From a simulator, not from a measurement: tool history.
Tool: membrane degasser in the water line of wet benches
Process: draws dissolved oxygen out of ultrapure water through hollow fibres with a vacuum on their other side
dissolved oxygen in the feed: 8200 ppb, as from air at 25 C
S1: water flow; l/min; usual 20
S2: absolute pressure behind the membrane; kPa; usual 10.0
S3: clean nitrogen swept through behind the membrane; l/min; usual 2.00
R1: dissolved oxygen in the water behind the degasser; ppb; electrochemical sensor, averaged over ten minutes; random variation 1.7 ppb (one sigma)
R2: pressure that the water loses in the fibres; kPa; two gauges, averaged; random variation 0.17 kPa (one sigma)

{"run": 1, "hour": 0.0, "S1": 20, "S2": 10.0, "S3": 2.0, "R1": 176.6, "R2": 27.9}
{"run": 2, "hour": 115.0, "S1": 20, "S2": 10.0, "S3": 2.0, "R1": 179.0, "R2": 27.69}
{"run": 3, "hour": 312.5, "S1": 20, "S2": 10.0, "S3": 1.26, "R1": 261.3, "R2": 27.64}
{"run": 4, "hour": 399.2, "S1": 20, "S2": 10.0, "S3": 1.26, "R1": 261.7, "R2": 28.05}
{"run": 5, "hour": 566.2, "S1": 20, "S2": 10.0, "S3": 5.12, "R1": 85.1, "R2": 27.57}
{"run": 6, "hour": 775.2, "S1": 20, "S2": 10.0, "S3": 2.0, "R1": 178.6, "R2": 27.77}
{"run": 7, "hour": 910.2, "S1": 20, "S2": 10.0, "S3": 2.0, "R1": 180.8, "R2": 27.95}
{"run": 8, "hour": 1120.7, "S1": 20, "S2": 10.0, "S3": 2.0, "R1": 178.0, "R2": 27.9}
{"run": 9, "hour": 1304.9, "S1": 20, "S2": 10.0, "S3": 2.0, "R1": 177.9, "R2": 27.89}
{"run": 10, "hour": 1439.0, "S1": 20, "S2": 10.0, "S3": 2.0, "R1": 178.1, "R2": 27.5}
{"run": 11, "hour": 1566.1, "S1": 28, "S2": 10.0, "S3": 1.09, "R1": 405.7, "R2": 38.89}
{"run": 12, "hour": 1661.3, "S1": 28, "S2": 10.0, "S3": 0.87, "R1": 474.8, "R2": 38.51}
{"run": 13, "hour": 1780.6, "S1": 22, "S2": 19.4, "S3": 1.76, "R1": 479.6, "R2": 30.5}
{"run": 14, "hour": 1960.2, "S1": 22, "S2": 20.2, "S3": 2.0, "R1": 431.6, "R2": 30.44}
{"run": 15, "hour": 2101.5, "S1": 31, "S2": 10.0, "S3": 2.0, "R1": 284.6, "R2": 42.96}
{"run": 16, "hour": 2194.9, "S1": 31, "S2": 10.0, "S3": 1.27, "R1": 396.6, "R2": 43.17}
{"run": 17, "hour": 2370.6, "S1": 31, "S2": 10.0, "S3": 1.27, "R1": 392.0, "R2": 42.47}
{"run": 18, "hour": 2506.9, "S1": 20, "S2": 8.7, "S3": 2.0, "R1": 145.9, "R2": 27.84}

Not shown: 2 entries that the log had between the listed runs. Between which runs, and how does the tool's hidden state differ before and after?
Between runs 5 and 6: vacuum gauge calibrated (hour 694.8)
  true pressure behind the membrane over the reading, kPa: 0.01 -> 0
Between runs 11 and 12: seals of the vacuum lines changed (hour 1609.7)
  air that leaks in behind the membrane, l/min: 0.0024 -> 0.002
